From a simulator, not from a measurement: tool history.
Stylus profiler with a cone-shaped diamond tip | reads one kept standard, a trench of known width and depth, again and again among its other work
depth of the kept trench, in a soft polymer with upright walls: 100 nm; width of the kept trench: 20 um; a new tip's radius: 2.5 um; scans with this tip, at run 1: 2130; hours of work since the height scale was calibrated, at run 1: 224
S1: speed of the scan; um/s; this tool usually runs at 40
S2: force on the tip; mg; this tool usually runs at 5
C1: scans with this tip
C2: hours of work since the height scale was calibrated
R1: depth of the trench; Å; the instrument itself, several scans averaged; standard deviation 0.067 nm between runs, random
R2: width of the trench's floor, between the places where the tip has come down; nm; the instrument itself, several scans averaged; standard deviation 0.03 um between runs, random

run   hour   S1     S2    C1   C2      R1     R2
  1      0   40      5  2130  224  1021.1  18350
  2   24.9   40      5  2244  235  1021.2  18430
  3   69.4   10      5  2446  257  1021.3  18480
  4  111.5   40   11.2  2637  277  1036.3  18410
  5  147.3   40   11.2  2799  294  1036.7  18490
  6    186   40   6.71  2975  312  1027.3  18400
  7    211   40   6.71  3089  324    1027  18370
  8  243.7   40   2.52  3237  340  1015.2  18350
  9  279.8   40   2.95  3401  357  1016.3  18360
 10  314.7   36      5  3560  374  1022.1  18440
 11  334.3   36      5  3648  383  1022.7  18400
 12  354.3   36      5  3740  392  1021.8  18390
 13  376.3   36      5  3839  403  1022.4  18370
 14  409.1   36      5  3989  419    1022  18400
 15  452.9   43   9.93  4187  439  1035.1  18380
 16  483.8   22      5  4328  454  1022.9  18370
 17  507.8   57  13.46  4436  466  1042.7  18340
 18  547.4   13   6.38  4616  484  1027.4  18440
 19  585.1   12   5.16  4788  502  1023.9  18410
 20  619.3   17   5.16  4943  519  1023.4  18400
 21  662.2   69   5.16  5138  539  1023.5  18200
 22  685.9  126   8.01  5245  550    1031  18210
 23    720  126   8.01  5400  567    1031  18190

What if the next run were any one of these 4? Each begins from the tool's condition after run 23:
  A  751.3  126  3.04  5543  582   ?   ?
  B  751.3   28  2.88  5543  582   ?   ?
  C  751.3   56  4.17  5543  582   ?   ?
  D  751.3  126  6.95  5543  582   ?   ?

run      R1     R2
  A  1017.5  18000
  B  1016.9  18330
  C    1021  18210
  D  1028.7  18110
Had the tool no hidden state, the same runs would have come out as:
run      R1     R2
  A  1014.6  18180
  B    1014  18510
  C  1018.1  18400
  D  1025.9  18290
